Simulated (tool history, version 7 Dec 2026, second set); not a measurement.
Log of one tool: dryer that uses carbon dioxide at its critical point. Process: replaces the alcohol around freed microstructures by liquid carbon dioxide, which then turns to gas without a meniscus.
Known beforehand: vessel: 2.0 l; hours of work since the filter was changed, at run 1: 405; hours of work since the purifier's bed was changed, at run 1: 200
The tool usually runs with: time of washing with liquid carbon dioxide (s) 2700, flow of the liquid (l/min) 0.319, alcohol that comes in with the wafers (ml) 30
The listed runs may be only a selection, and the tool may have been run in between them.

run   hour  time of washing with liquid carbon dioxide (s)  flow of the liquid (l/min)  alcohol that comes in with the wafers (ml)  hours of work since the filter was changed  hours of work since the purifier's bed was changed  alcohol left in the vessel before it's heated (ppm by volume)
  1      0                                            2700                       0.319                                          30                                         405                                                 200                                                             61
  2      7                                            2700                       0.319                                          30                                         411                                                 206                                                             66
  3   15.2                                            2700                       0.319                                          30                                         417                                                 212                                                             68
  4   20.9                                            2700                       0.319                                          30                                         421                                                 216                                                             65
  5   26.8                                            2700                       0.319                                          30                                         426                                                 221                                                             71
  6   37.4                                            2700                       0.319                                          28                                         434                                                 229                                                             58
  7   45.2                                            2400                       0.319                                          30                                         440                                                 235                                                            107
  8   56.1                                            2400                       0.319                                          30                                         448                                                 243                                                            122
  9   66.8                                            2400                       0.319                                          30                                         456                                                 251                                                            119
 10   74.6                                            2400                       0.319                                          30                                         462                                                 257                                                            126
 11   79.5                                            2400                       0.319                                          30                                         466                                                 261                                                            118
 12   86.4                                            2700                       0.319                                          30                                         471                                                 266                                                             80
 13   91.1                                            2700                       0.319                                          30                                         475                                                 269                                                             79
 14     98                                            2700                       0.319                                          30                                         480                                                 275                                                             75
 15  103.2                                            1920                       0.319                                          30                                         484                                                 279                                                            310
 16  113.5                                            3960                       0.488                                          75                                         492                                                 286                                                             29
 17  124.3                                            3960                       0.488                                          75                                         500                                                 295                                                             23
 18  135.2                                            3420                       0.278                                          30                                         508                                                 303                                                             58
 19  140.3                                            3120                       0.268                                          58                                         512                                                 307                                                            150
 20  145.4                                            2700                       0.209                                          30                                         516                                                 311                                                            383
 21  153.3                                            1740                         0.3                                          30                                         522                                                 317                                                            564
 22    160                                            2700                       0.248                                          65                                         527                                                 322                                                            472
 23  166.7                                            2220                       0.248                                          65                                         532                                                 327                                                            983
 24    176                                            1920                       0.464                                         109                                         539                                                 334                                                            239
 25  184.1                                            2940                       0.319                                          30                                         545                                                 340                                                             62
 26  188.9                                            2820                       0.319                                          22                                         549                                                 344                                                             71
 27  197.2                                            1740                       0.334                                          22                                         555                                                 350                                                            311
     202.6  -- inlet filter changed
 28  205.1                                            4260                       0.365                                          63                                           2                                                 355                                                             27
 29  212.5                                            2640                       0.319                                          61                                           8                                                 361                                                             75
 30    220                                            2220                       0.225                                         107                                          13                                                 367                                                           1160

Results per run with the tool's hidden condition removed, run-to-run variation unchanged:
What the log doesn't record here: flow that reaches the vessel past the clogged filter, %; alcohol in the recycled carbon dioxide, ppm; drift of the gauge itself on alcohol_ppm, %.
run  alcohol left in the vessel before it's heated (ppm by volume)
  1                                                             21
  2                                                             26
  3                                                             27
  4                                                             23
  5                                                             27
  6                                                             14
  7                                                             39
  8                                                             51
  9                                                             46
 10                                                             54
 11                                                             44
 12                                                             29
 13                                                             28
 14                                                             23
 15                                                            146
 16                                                             12
 17                                                              5
 18                                                             18
 19                                                             46
 20                                                            177
 21                                                            287
 22                                                            195
 23                                                            467
 24                                                             76
 25                                                             14
 26                                                             24
 27                                                            136
 28                                                              6
 29                                                             51
 30                                                           1099
